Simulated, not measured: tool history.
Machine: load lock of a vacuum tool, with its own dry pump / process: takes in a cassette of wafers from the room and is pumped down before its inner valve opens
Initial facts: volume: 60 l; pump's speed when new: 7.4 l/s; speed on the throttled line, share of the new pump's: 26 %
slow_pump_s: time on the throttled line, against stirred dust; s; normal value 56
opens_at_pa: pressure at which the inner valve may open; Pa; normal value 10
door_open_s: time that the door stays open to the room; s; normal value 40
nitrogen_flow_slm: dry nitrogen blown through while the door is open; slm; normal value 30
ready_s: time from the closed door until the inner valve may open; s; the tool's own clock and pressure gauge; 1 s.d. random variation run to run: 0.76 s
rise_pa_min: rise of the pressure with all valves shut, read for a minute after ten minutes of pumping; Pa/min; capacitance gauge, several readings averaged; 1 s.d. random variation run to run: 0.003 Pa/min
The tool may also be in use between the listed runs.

run	hour	slow_pump_s	opens_at_pa	door_open_s	nitrogen_flow_slm	incoming humidity of the room's air, %	ready_s	rise_pa_min
1	0	56	10	40	30	43.3	117.5	0.065
2	89.3	56	10	40	30	44.7	118.9	0.061
3	238.9	56	10	40	30	44.8	118.4	0.059
4	429.5	56	10	40	30	44.3	118.8	0.065
5	549	56	10	40	30	42.8	119	0.063
6	664.6	56	10	40	30	47	120	0.069
7	758.4	56	10	40	30	47.3	119.6	0.062
8	847.1	56	10	40	30	43.7	119	0.068
9	1032.6	56	10	40	30	46.1	120.1	0.068
10	1164.9	56	10	40	30	48.6	118.6	0.07
11	1331	56	10	40	30	44.9	119.5	0.07
12	1526.3	56	10	40	30	41.4	119.6	0.063
13	1732.7	56	10	40	30	46.5	120.3	0.064
14	1826.6	56	10	40	30	41.9	118.3	0.062
15	1979.9	56	10	40	30	47.8	119.9	0.069
16	2155.4	81	10	40	30	46.3	138.3	0.072
17	2268.8	81	10	40	11	45.5	138.6	0.074
18	2446.6	81	10	40	11	46.1	137.5	0.077
19	2546.5	81	10	129	11	44.1	138.3	0.091
20	2722.4	56	13	44	41	44.6	119.1	0.074
21	2928.3	53	14	44	32	44.9	114.6	0.076
22	3104.3	53	14	44	32	44	115.7	0.08
23	3235.3	105	14	183	19	45.1	154.1	0.101
24	3451.1	105	14	183	19	43	152.2	0.098
25	3556.3	55	13	40	32	45.4	117.1	0.078
26	3678.6	55	13	40	32	43.6	117.7	0.077
27	3793.2	55	13	40	32	45.5	117.8	0.082
28	3968.5	55	13	40	32	44.4	116.9	0.082
29	4152.2	55	13	40	32	45.4	119.7	0.085
30	4291.3	75	13	99	7	43.6	132.8	0.095
31	4379.5	75	13	99	7	45.5	130.7	0.098
32	4537.5	75	13	99	7	42.9	131.8	0.095
33	4667	81	12	40	5	43.3	138.2	0.089
34	4800.5	81	12	51	5	47.8	136.9	0.097
35	4973	81	12	51	5	41.4	137.1	0.096
36	5119	56	14	40	30	46.8	118.7	0.085
37	5330.6	75	11	40	30	45	133.9	0.081
38	5519.1	37	10	40	30	45.5	108.8	0.086

For some of the steps in ready_s from one run to the next: how much would appear even if the tool had no hidden state, given the settings, what came in and random variation, and how much remains for the hidden state plus any gauge scatter that the measured result and the result without hidden state don't share?
Hidden conditions of the tool in this case: pump's speed, % of a new pump's; leak at the door's seal, Pa l/s; drift of the gauge itself on ready_s, %; drift of the gauge itself on rise_pa_min, %.
Run 22 -> 23: slow_pump_s 53 -> 105, door_open_s 44 -> 183, nitrogen_flow_slm 32 -> 19. ready_s +38.4 s: hidden state -1.1, all else +39.5.
Run 24 -> 25: slow_pump_s 105 -> 55, opens_at_pa 14 -> 13, door_open_s 183 -> 40, nitrogen_flow_slm 19 -> 32. ready_s -35.1 s: hidden state +1.2, all else -36.3.
Run 37 -> 38: slow_pump_s 75 -> 37, opens_at_pa 11 -> 10. ready_s -25.1 s: hidden state +1.2, all else -26.3.

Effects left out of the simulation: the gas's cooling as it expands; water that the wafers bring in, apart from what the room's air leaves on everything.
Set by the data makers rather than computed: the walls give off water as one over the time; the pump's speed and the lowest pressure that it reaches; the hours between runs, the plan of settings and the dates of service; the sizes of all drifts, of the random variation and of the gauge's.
